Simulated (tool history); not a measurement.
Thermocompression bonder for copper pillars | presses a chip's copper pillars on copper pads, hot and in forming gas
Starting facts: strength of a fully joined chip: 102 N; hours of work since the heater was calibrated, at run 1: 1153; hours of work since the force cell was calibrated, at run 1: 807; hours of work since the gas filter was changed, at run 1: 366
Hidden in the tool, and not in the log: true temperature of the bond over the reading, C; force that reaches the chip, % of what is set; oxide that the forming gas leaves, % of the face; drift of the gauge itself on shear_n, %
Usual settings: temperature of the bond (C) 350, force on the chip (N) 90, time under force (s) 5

| run | hour | temperature of the bond (C) | force on the chip (N) | time under force (s) | hours of work since the heater was calibrated | hours of work since the force cell was calibrated | hours of work since the gas filter was changed | force that shears a chip off (N) |
|---|---|---|---|---|---|---|---|---|
| 1 | 0 | 350 | 90 | 5 | 1153 | 807 | 366 | 56 |
| 2 | 46.1 | 350 | 90 | 5 | 1172 | 826 | 386 | 56.3 |
| 3 | 109.6 | 350 | 90 | 5 | 1198 | 852 | 412 | 56.6 |
| 4 | 174.6 | 350 | 90 | 5 | 1225 | 879 | 439 | 55.7 |
| 5 | 230.1 | 350 | 90 | 7 | 1248 | 902 | 462 | 60.5 |
|  | 273.3 | forming gas filter changed |
| 6 | 278 | 345 | 90 | 7 | 1267 | 922 | 2 | 61.4 |
| 7 | 335.6 | 350 | 109 | 5 | 1291 | 945 | 26 | 67.1 |
| 8 | 395.3 | 347 | 109 | 5 | 1316 | 970 | 50 | 66.6 |
| 9 | 442.1 | 347 | 109 | 13 | 1335 | 989 | 70 | 83.7 |
| 10 | 492.8 | 350 | 132 | 5 | 1356 | 1010 | 91 | 77.9 |
|  | 500 | force cell calibrated |
| 11 | 541.7 | 350 | 132 | 5 | 1376 | 17 | 110 | 71.3 |
| 12 | 596.1 | 350 | 69 | 5 | 1398 | 40 | 133 | 42.6 |
| 13 | 673.5 | 350 | 69 | 5 | 1430 | 72 | 165 | 41.9 |
| 14 | 743.1 | 350 | 90 | 5 | 1459 | 101 | 194 | 53.9 |
| 15 | 784.1 | 376 | 90 | 5 | 1476 | 118 | 211 | 65.8 |
| 16 | 829.6 | 376 | 90 | 5 | 1495 | 136 | 230 | 66.8 |
| 17 | 891 | 331 | 90 | 5 | 1520 | 162 | 255 | 43.9 |
| 18 | 969.7 | 350 | 90 | 5 | 1553 | 194 | 287 | 52.6 |
| 19 | 1018.3 | 350 | 90 | 5 | 1573 | 214 | 308 | 52.9 |
| 20 | 1086.3 | 350 | 90 | 5 | 1601 | 243 | 336 | 53.7 |
| 21 | 1152.3 | 350 | 110 | 11 | 1628 | 270 | 363 | 76.1 |
| 22 | 1215.5 | 359 | 57 | 5 | 1655 | 296 | 389 | 38.1 |
|  | 1275.5 | heater calibrated with a thermocouple chip |
| 23 | 1297 | 359 | 57 | 5 | 9 | 329 | 422 | 36 |
| 24 | 1371.1 | 350 | 78 | 5 | 40 | 360 | 453 | 44 |
| 25 | 1419.2 | 350 | 78 | 5 | 59 | 379 | 473 | 44.1 |
|  | 1424.8 | heater calibrated with a thermocouple chip, once more |
|  | 1436 | forming gas filter changed |
| 26 | 1493.1 | 378 | 114 | 9 | 28 | 409 | 24 | 92.7 |
| 27 | 1573.6 | 373 | 76 | 11 | 61 | 442 | 57 | 77.2 |
| 28 | 1655 | 358 | 90 | 5 | 95 | 476 | 91 | 66.1 |
| 29 | 1708.6 | 324 | 123 | 5 | 117 | 498 | 113 | 63.4 |
| 30 | 1763.6 | 323 | 84 | 10 | 140 | 521 | 136 | 56.8 |
| 31 | 1843.7 | 370 | 112 | 5 | 173 | 554 | 169 | 78.7 |
| 32 | 1904.9 | 355 | 123 | 5 | 198 | 579 | 194 | 77.3 |
| 33 | 1958.4 | 350 | 66 | 13 | 221 | 602 | 216 | 63.1 |
| 34 | 2028.4 | 350 | 79 | 6 | 250 | 630 | 245 | 56.7 |
| 35 | 2065.9 | 352 | 86 | 5 | 265 | 646 | 261 | 58.9 |
| 36 | 2144.1 | 350 | 61 | 10 | 297 | 678 | 293 | 54 |
| 37 | 2219.5 | 325 | 103 | 4 | 329 | 710 | 324 | 48.7 |
| 38 | 2276 | 339 | 70 | 4 | 352 | 733 | 348 | 39.7 |

Hidden condition of the tool, last listed run before each entry between runs versus first listed run after:
From run 5 to run 6: forming gas filter changed (hour 273.3)
  true temperature of the bond over the reading, C: -9.3 -> -9.5; force that reaches the chip, % of what is set: 106.5 -> 106.6; oxide that the forming gas leaves, % of the face: 5.87 -> 0.57
  measured minus no-state result, force that shears a chip off (N): -5.1 -> -1.7
From run 10 to run 11: force cell calibrated (hour 500)
  true temperature of the bond over the reading, C: -10.2 -> -10.3; force that reaches the chip, % of what is set: 107.2 -> 100.7; oxide that the forming gas leaves, % of the face: 1.61 -> 1.86
  measured minus no-state result, force that shears a chip off (N): -2.4 -> -5.4
From run 22 to run 23: heater calibrated with a thermocouple chip (hour 1275.5)
  true temperature of the bond over the reading, C: -12.4 -> -16.6; force that reaches the chip, % of what is set: 102.5 -> 102.7; oxide that the forming gas leaves, % of the face: 5.02 -> 5.39
  measured minus no-state result, force that shears a chip off (N): -5.8 -> -7.5
From run 25 to run 26: heater calibrated with a thermocouple chip, once more (hour 1424.8); forming gas filter changed (hour 1436)
  true temperature of the bond over the reading, C: -17 -> 0.9; force that reaches the chip, % of what is set: 103 -> 103.3; oxide that the forming gas leaves, % of the face: 6.01 -> 0.81
  measured minus no-state result, force that shears a chip off (N): -9.2 -> +0.9

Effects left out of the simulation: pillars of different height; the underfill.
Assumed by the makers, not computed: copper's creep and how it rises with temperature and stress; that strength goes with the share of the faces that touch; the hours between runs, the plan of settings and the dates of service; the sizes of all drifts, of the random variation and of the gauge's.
